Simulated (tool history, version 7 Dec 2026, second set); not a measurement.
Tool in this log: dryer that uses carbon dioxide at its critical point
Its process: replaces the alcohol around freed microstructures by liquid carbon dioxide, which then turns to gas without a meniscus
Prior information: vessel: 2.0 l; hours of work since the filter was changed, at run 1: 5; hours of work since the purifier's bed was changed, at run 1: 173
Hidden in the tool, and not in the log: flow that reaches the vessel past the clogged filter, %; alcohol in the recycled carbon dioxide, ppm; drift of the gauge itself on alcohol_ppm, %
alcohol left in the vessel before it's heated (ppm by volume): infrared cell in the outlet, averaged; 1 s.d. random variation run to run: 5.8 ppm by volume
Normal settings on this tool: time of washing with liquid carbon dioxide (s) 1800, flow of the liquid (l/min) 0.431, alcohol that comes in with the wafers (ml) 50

| run | hour | time of washing with liquid carbon dioxide (s) | flow of the liquid (l/min) | alcohol that comes in with the wafers (ml) | hours of work since the filter was changed | hours of work since the purifier's bed was changed | alcohol left in the vessel before it's heated (ppm by volume) |
|---|---|---|---|---|---|---|---|
| 1 | 0.0 | 1800 | 0.431 | 50 | 5 | 173 | 237 |
| 2 | 6.0 | 1800 | 0.506 | 50 | 8 | 176 | 124 |
| 3 | 10.3 | 1800 | 0.420 | 50 | 11 | 178 | 271 |
| 4 | 15.2 | 1800 | 0.431 | 50 | 13 | 181 | 258 |
| 5 | 22.6 | 1800 | 0.431 | 50 | 18 | 185 | 241 |
| 6 | 30.7 | 1800 | 0.431 | 50 | 22 | 190 | 251 |
| 7 | 39.9 | 1800 | 0.526 | 50 | 27 | 195 | 114 |
| 8 | 44.9 | 1740 | 0.431 | 50 | 30 | 198 | 294 |
| 9 | 49.9 | 1740 | 0.431 | 50 | 33 | 201 | 300 |
| 10 | 55.1 | 1860 | 0.560 | 113 | 36 | 204 | 149 |
| 11 | 64.5 | 1860 | 0.560 | 113 | 42 | 209 | 147 |
| 12 | 71.5 | 2280 | 0.289 | 113 | 45 | 213 | 979 |
| 13 | 79.5 | 2280 | 0.289 | 113 | 50 | 218 | 970 |
| 14 | 84.8 | 1980 | 0.412 | 30 | 53 | 221 | 154 |
| 15 | 91.2 | 1200 | 0.708 | 77 | 57 | 224 | 277 |
| 16 | 96.4 | 1800 | 0.431 | 37 | 60 | 227 | 222 |

Below, some changes in alcohol left in the vessel before it's heated (ppm by volume) between adjacent runs. For each, the amount present without the hidden state too (settings, incoming material, random variation) and the amount remaining for the hidden state with gauge scatter not shared by both compared results:
Run 11 -> 12: time of washing with liquid carbon dioxide (s) 1860 -> 2280, flow of the liquid (l/min) 0.560 -> 0.289. alcohol left in the vessel before it's heated (ppm by volume) +832: hidden state +40, all else +792.

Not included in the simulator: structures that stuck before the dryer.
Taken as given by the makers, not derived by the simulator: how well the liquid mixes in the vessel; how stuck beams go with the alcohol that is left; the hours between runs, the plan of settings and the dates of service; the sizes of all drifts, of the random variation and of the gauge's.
